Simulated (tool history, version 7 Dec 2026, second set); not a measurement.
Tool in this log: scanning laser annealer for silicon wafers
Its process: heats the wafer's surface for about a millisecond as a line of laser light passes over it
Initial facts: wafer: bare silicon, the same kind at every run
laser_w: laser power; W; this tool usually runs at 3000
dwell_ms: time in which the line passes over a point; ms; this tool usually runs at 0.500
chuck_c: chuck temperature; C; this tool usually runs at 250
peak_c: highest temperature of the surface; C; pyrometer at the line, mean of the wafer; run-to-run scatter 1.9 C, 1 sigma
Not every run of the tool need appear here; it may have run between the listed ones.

run 1 hour=0.0 | laser_w=3000 dwell_ms=0.500 chuck_c=250 | peak_c=1083
run 2 hour=20.8 | laser_w=3000 dwell_ms=0.500 chuck_c=212 | peak_c=1043
run 3 hour=38.1 | laser_w=3000 dwell_ms=0.500 chuck_c=212 | peak_c=1046
run 4 hour=59.8 | laser_w=3000 dwell_ms=0.500 chuck_c=212 | peak_c=1046
run 5 hour=90.7 | laser_w=3000 dwell_ms=0.500 chuck_c=212 | peak_c=1047
run 6 hour=120.3 | laser_w=3000 dwell_ms=0.500 chuck_c=212 | peak_c=1045
run 7 hour=151.0 | laser_w=3000 dwell_ms=0.500 chuck_c=212 | peak_c=1045
-- hour=180.0 window over the wafer cleaned
run 8 hour=185.6 | laser_w=3000 dwell_ms=0.450 chuck_c=250 | peak_c=1048
run 9 hour=217.5 | laser_w=3000 dwell_ms=0.500 chuck_c=274 | peak_c=1110
run 10 hour=238.3 | laser_w=3000 dwell_ms=0.500 chuck_c=273 | peak_c=1106
run 11 hour=261.6 | laser_w=3000 dwell_ms=0.500 chuck_c=250 | peak_c=1082
run 12 hour=284.8 | laser_w=3000 dwell_ms=0.500 chuck_c=250 | peak_c=1085
run 13 hour=298.7 | laser_w=3000 dwell_ms=0.500 chuck_c=250 | peak_c=1082
run 14 hour=314.5 | laser_w=3000 dwell_ms=0.500 chuck_c=250 | peak_c=1082
run 15 hour=332.5 | laser_w=3000 dwell_ms=0.500 chuck_c=250 | peak_c=1087
run 16 hour=352.4 | laser_w=3000 dwell_ms=0.500 chuck_c=250 | peak_c=1084
run 17 hour=382.4 | laser_w=3000 dwell_ms=0.500 chuck_c=250 | peak_c=1086
run 18 hour=397.6 | laser_w=3000 dwell_ms=0.500 chuck_c=250 | peak_c=1080
run 19 hour=421.9 | laser_w=3000 dwell_ms=0.501 chuck_c=250 | peak_c=1086
run 20 hour=446.6 | laser_w=3000 dwell_ms=0.500 chuck_c=250 | peak_c=1083
run 21 hour=478.4 | laser_w=3000 dwell_ms=0.500 chuck_c=250 | peak_c=1086
run 22 hour=510.6 | laser_w=3000 dwell_ms=0.500 chuck_c=250 | peak_c=1082
run 23 hour=536.3 | laser_w=3000 dwell_ms=0.360 chuck_c=250 | peak_c=966
run 24 hour=562.2 | laser_w=3000 dwell_ms=0.360 chuck_c=250 | peak_c=968
run 25 hour=576.2 | laser_w=3000 dwell_ms=0.360 chuck_c=250 | peak_c=965
run 26 hour=594.2 | laser_w=2646 dwell_ms=0.416 chuck_c=250 | peak_c=899
run 27 hour=616.8 | laser_w=2646 dwell_ms=0.416 chuck_c=250 | peak_c=896
run 28 hour=643.6 | laser_w=2915 dwell_ms=0.381 chuck_c=238 | peak_c=946
run 29 hour=663.3 | laser_w=2915 dwell_ms=0.381 chuck_c=267 | peak_c=976
run 30 hour=687.2 | laser_w=2915 dwell_ms=0.381 chuck_c=267 | peak_c=975
run 31 hour=707.9 | laser_w=2915 dwell_ms=0.381 chuck_c=267 | peak_c=976
run 32 hour=722.2 | laser_w=3029 dwell_ms=0.381 chuck_c=228 | peak_c=974
run 33 hour=741.2 | laser_w=3029 dwell_ms=0.381 chuck_c=228 | peak_c=972
run 34 hour=755.6 | laser_w=3000 dwell_ms=0.500 chuck_c=256 | peak_c=1087
run 35 hour=778.2 | laser_w=3000 dwell_ms=0.500 chuck_c=256 | peak_c=1092
run 36 hour=802.3 | laser_w=2746 dwell_ms=0.546 chuck_c=221 | peak_c=990

Run 37 has not been measured yet. What should we expect?
run 37 hour=835.1 | laser_w=2746 dwell_ms=0.546 chuck_c=221 | peak_c=?

{"run 37": {"peak_c": 996}}
Had the tool carried no hidden state, the very same run would have given peak_c 997 C.
